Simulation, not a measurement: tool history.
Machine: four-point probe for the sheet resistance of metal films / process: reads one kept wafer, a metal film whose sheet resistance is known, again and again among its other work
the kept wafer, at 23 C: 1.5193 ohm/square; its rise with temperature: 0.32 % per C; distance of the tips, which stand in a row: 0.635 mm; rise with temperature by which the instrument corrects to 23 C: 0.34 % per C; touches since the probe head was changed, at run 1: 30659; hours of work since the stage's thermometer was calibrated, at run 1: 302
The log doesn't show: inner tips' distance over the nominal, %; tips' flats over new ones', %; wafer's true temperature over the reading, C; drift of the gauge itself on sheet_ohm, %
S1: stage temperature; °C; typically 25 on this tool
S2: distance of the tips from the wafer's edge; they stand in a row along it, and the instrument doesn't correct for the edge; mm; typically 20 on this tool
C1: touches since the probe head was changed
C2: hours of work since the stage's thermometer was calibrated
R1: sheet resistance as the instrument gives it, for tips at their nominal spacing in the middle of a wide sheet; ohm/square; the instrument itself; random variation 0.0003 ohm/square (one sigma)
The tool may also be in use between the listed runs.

run,hour,S1,S2,C1,C2,R1
1,0,25,20,30659,302,1.519373
2,27.2,25,20,31755,319,1.51965
3,61.4,25,20,33133,341,1.519862
4,91.3,25,20,34340,360,1.519895
5,125.6,25,20,35724,382,1.519412
6,151.7,25,20,36778,399,1.51907
7,176.3,25,20,37770,414,1.519455
8,228.5,25,20,39873,448,1.518527
9,261.4,25,11,41201,469,1.52132
10,287.1,25,20,42238,485,1.519621
11,312.4,25,20,43257,501,1.519416
12,359.9,25,20,45173,532,1.519605
13,389.4,25,20,46362,550,1.519288
14,437.8,25,20,48314,581,1.519074
15,463.1,25,20,49334,597,1.519677
16,488.4,25,20,50356,613,1.519489
17,511.7,21,20,51296,628,1.520801
18,560.9,23,20,53280,660,1.519958
19,589.2,25,44,54421,678,1.519657
20,614.3,25,20,55432,694,1.519602
21,662.2,25,20,57366,724,1.518853
22,703.5,25,5,59029,751,1.530906
23,751.5,25,5,60967,781,1.53198
24,793.8,25,5,62672,808,1.530828
25,838.2,28,21,64465,837,1.51802
26,879,28,21,66107,862,1.518116
27,931.4,31,21,68220,896,1.51734
28,978.8,22,62,70132,926,1.519703
29,1014,20,14,71552,949,1.522577
30,1055.4,30,40,73225,975,1.516889
31,1107.6,30,40,75330,1008,1.517142
32,1133.4,31,57,76369,1025,1.516317
33,1175.3,31,57,78059,1051,1.516405
34,1199.7,19,7,79042,1067,1.527344
35,1239.4,19,7,80644,1092,1.527303
36,1282.6,19,7,82386,1120,1.52754
37,1306.5,22,15,83351,1135,1.520918
38,1351.4,22,15,85160,1164,1.521178
39,1395.2,24,15,86928,1192,1.520186
40,1440.2,27,53,88741,1220,1.517533
# hour 1455.1: new probe head fitted
41,1490.6,27,24,1430,1252,1.517766
42,1542.9,22,29,3542,1285,1.519675
43,1589.9,22,29,5437,1315,1.519518
44,1615.6,22,29,6473,1332,1.519683
45,1650.4,34,4,7875,1354,1.535778

Below are 4 alternative next runs, each starting from the tool's condition after run 45. Predict each:
A,1691.6,21,20,9535,1380,?
B,1691.6,20,38,9535,1380,?
C,1691.6,25,58,9535,1380,?
D,1691.6,34,53,9535,1380,?

run,R1
A,1.520852
B,1.520756
C,1.518707
D,1.514865
Had the tool no hidden state, the same runs would have come out as:
run,R1
A,1.520992
B,1.520896
C,1.518847
D,1.515007
